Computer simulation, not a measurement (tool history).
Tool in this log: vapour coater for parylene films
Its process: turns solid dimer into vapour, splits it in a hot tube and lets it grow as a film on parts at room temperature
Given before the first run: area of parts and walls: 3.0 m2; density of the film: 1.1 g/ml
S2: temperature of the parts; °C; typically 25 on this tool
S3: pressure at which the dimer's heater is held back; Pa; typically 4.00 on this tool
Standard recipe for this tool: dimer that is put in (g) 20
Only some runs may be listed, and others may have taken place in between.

run 1 hour=0.0 | dimer_that_is_put_in_(g)=20 S2=25 S3=4.00 | thickness_of_the_film_(nm)=4430
run 2 hour=44.7 | dimer_that_is_put_in_(g)=20 S2=22 S3=4.00 | thickness_of_the_film_(nm)=5100
run 3 hour=72.6 | dimer_that_is_put_in_(g)=20 S2=25 S3=4.00 | thickness_of_the_film_(nm)=4400
run 4 hour=93.2 | dimer_that_is_put_in_(g)=20 S2=25 S3=4.00 | thickness_of_the_film_(nm)=4410
run 5 hour=113.2 | dimer_that_is_put_in_(g)=20 S2=25 S3=4.00 | thickness_of_the_film_(nm)=4380
run 6 hour=149.5 | dimer_that_is_put_in_(g)=20 S2=25 S3=4.00 | thickness_of_the_film_(nm)=4340
run 7 hour=168.6 | dimer_that_is_put_in_(g)=20 S2=25 S3=4.00 | thickness_of_the_film_(nm)=4310
-- hour=171.9 table's thermometer calibrated
-- hour=218.0 trap's valve overhauled
run 8 hour=219.0 | dimer_that_is_put_in_(g)=20 S2=25 S3=4.00 | thickness_of_the_film_(nm)=4580
run 9 hour=245.1 | dimer_that_is_put_in_(g)=20 S2=25 S3=4.00 | thickness_of_the_film_(nm)=4540
-- hour=278.4 table's thermometer calibrated, once more
run 10 hour=287.3 | dimer_that_is_put_in_(g)=20 S2=25 S3=4.00 | thickness_of_the_film_(nm)=4380
run 11 hour=320.8 | dimer_that_is_put_in_(g)=33 S2=28 S3=9.44 | thickness_of_the_film_(nm)=5460
run 12 hour=351.5 | dimer_that_is_put_in_(g)=13 S2=18 S3=6.02 | thickness_of_the_film_(nm)=3710
run 13 hour=374.8 | dimer_that_is_put_in_(g)=29 S2=25 S3=9.20 | thickness_of_the_film_(nm)=5540
run 14 hour=397.1 | dimer_that_is_put_in_(g)=20 S2=22 S3=3.31 | thickness_of_the_film_(nm)=5120
run 15 hour=426.3 | dimer_that_is_put_in_(g)=20 S2=22 S3=3.31 | thickness_of_the_film_(nm)=5070

4 ways to go on from here, each from the tool as it stands after run 15. What would each give?
run A hour=466.6 | dimer_that_is_put_in_(g)=20 S2=25 S3=6.81 | thickness_of_the_film_(nm)=?
run B hour=466.6 | dimer_that_is_put_in_(g)=12 S2=35 S3=4.00 | thickness_of_the_film_(nm)=?
run C hour=466.6 | dimer_that_is_put_in_(g)=20 S2=33 S3=4.00 | thickness_of_the_film_(nm)=?
run D hour=466.6 | dimer_that_is_put_in_(g)=16 S2=25 S3=10.67 | thickness_of_the_film_(nm)=?

run=A thickness_of_the_film_(nm)=3940
run=B thickness_of_the_film_(nm)=1560
run=C thickness_of_the_film_(nm)=2860
run=D thickness_of_the_film_(nm)=2970
What these runs would have given with no unlogged condition in the tool:
run=A thickness_of_the_film_(nm)=4130
run=B thickness_of_the_film_(nm)=1640
run=C thickness_of_the_film_(nm)=3000
run=D thickness_of_the_film_(nm)=3110
